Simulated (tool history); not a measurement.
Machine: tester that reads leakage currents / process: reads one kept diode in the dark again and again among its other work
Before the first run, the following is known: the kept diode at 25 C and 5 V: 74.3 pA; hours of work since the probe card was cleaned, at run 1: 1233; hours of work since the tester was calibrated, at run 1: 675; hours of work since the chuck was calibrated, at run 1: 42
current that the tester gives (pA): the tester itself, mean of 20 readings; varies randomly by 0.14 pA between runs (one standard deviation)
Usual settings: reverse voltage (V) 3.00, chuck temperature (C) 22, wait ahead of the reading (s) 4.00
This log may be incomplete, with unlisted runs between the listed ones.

| run | hour | reverse voltage (V) | chuck temperature (C) | wait ahead of the reading (s) | hours of work since the probe card was cleaned | hours of work since the tester was calibrated | hours of work since the chuck was calibrated | current that the tester gives (pA) |
|---|---|---|---|---|---|---|---|---|
| 1 | 0.0 | 3.00 | 22 | 4.00 | 1233 | 675 | 42 | 49.14 |
| 2 | 19.4 | 3.00 | 22 | 4.00 | 1248 | 690 | 57 | 49.14 |
| 3 | 43.9 | 3.00 | 51 | 4.00 | 1267 | 709 | 76 | 412.88 |
| 4 | 82.2 | 3.00 | 22 | 6.08 | 1296 | 739 | 106 | 49.70 |
| 5 | 122.7 | 14.07 | 22 | 4.00 | 1328 | 770 | 137 | 120.71 |
| 6 | 149.8 | 14.07 | 22 | 4.00 | 1349 | 791 | 158 | 120.62 |
| 7 | 170.9 | 14.07 | 22 | 4.00 | 1365 | 807 | 175 | 121.33 |
| 8 | 204.7 | 14.07 | 22 | 4.00 | 1391 | 834 | 201 | 121.85 |
| 9 | 223.5 | 14.07 | 22 | 4.00 | 1406 | 848 | 216 | 121.57 |
| 10 | 250.1 | 14.07 | 40 | 4.00 | 1427 | 869 | 236 | 433.59 |
| 11 | 268.3 | 3.00 | 22 | 6.62 | 1441 | 883 | 250 | 50.25 |
| 12 | 286.3 | 1.17 | 22 | 4.00 | 1455 | 897 | 264 | 30.16 |
| 13 | 310.5 | 3.00 | 22 | 4.00 | 1473 | 916 | 283 | 50.53 |
| 14 | 332.2 | 3.00 | 22 | 4.00 | 1490 | 933 | 300 | 50.80 |
| 15 | 367.1 | 3.00 | 22 | 4.00 | 1517 | 960 | 327 | 50.85 |
| 16 | 387.0 | 3.00 | 22 | 1.13 | 1533 | 975 | 342 | 51.26 |
| 17 | 415.1 | 3.00 | 22 | 4.00 | 1555 | 997 | 364 | 51.03 |
| 18 | 433.6 | 3.00 | 22 | 4.00 | 1569 | 1011 | 379 | 51.18 |
| 19 | 452.2 | 3.00 | 21 | 0.47 | 1584 | 1026 | 393 | 48.92 |
|  | 456.1 | tester calibrated |
| 20 | 489.8 | 3.00 | 45 | 0.47 | 1611 | 26 | 421 | 279.61 |
| 21 | 508.1 | 3.00 | 45 | 0.47 | 1625 | 40 | 435 | 278.77 |
| 22 | 533.6 | 3.90 | 45 | 0.47 | 1645 | 60 | 455 | 321.18 |
| 23 | 564.4 | 2.10 | 22 | 4.51 | 1669 | 84 | 479 | 42.49 |
| 24 | 586.1 | 2.10 | 22 | 4.51 | 1686 | 101 | 496 | 42.33 |
|  | 596.3 | tester calibrated, once more |
| 25 | 617.3 | 3.00 | 30 | 4.74 | 1709 | 16 | 518 | 92.58 |
| 26 | 634.5 | 3.00 | 30 | 4.74 | 1722 | 30 | 531 | 92.92 |
| 27 | 658.7 | 14.41 | 22 | 5.16 | 1741 | 48 | 550 | 129.74 |
| 28 | 694.5 | 5.99 | 22 | 5.16 | 1768 | 76 | 578 | 77.26 |
| 29 | 712.2 | 5.99 | 22 | 5.16 | 1782 | 90 | 592 | 76.88 |
| 30 | 738.9 | 6.84 | 29 | 4.00 | 1803 | 111 | 613 | 136.65 |
| 31 | 759.3 | 6.84 | 29 | 4.00 | 1819 | 126 | 628 | 136.73 |
| 32 | 781.5 | 6.84 | 29 | 4.00 | 1836 | 144 | 646 | 136.68 |
| 33 | 819.9 | 1.46 | 22 | 4.00 | 1866 | 174 | 675 | 34.80 |
| 34 | 840.1 | 1.04 | 36 | 2.83 | 1882 | 189 | 691 | 83.62 |

What differs in the tool's unlogged condition from the final listed run ahead of each entry between runs to the first listed run following it?
Between runs 19 and 20: tester calibrated (hour 456.1)
  stray current of the dirty probe card, pA a volt: 1.799 -> 1.831; current scale over the true one, %: 0.69 -> 0.97; true chuck temperature over the reading, C: 0.13 -> 0.14
  measured minus no-state result, current that the tester gives (pA): +6.12 -> +10.80
Between runs 24 and 25: tester calibrated, once more (hour 596.3)
  stray current of the dirty probe card, pA a volt: 1.919 -> 1.944; current scale over the true one, %: 1.02 -> -0.19; true chuck temperature over the reading, C: 0.17 -> 0.18
  measured minus no-state result, current that the tester gives (pA): +4.93 -> +6.80

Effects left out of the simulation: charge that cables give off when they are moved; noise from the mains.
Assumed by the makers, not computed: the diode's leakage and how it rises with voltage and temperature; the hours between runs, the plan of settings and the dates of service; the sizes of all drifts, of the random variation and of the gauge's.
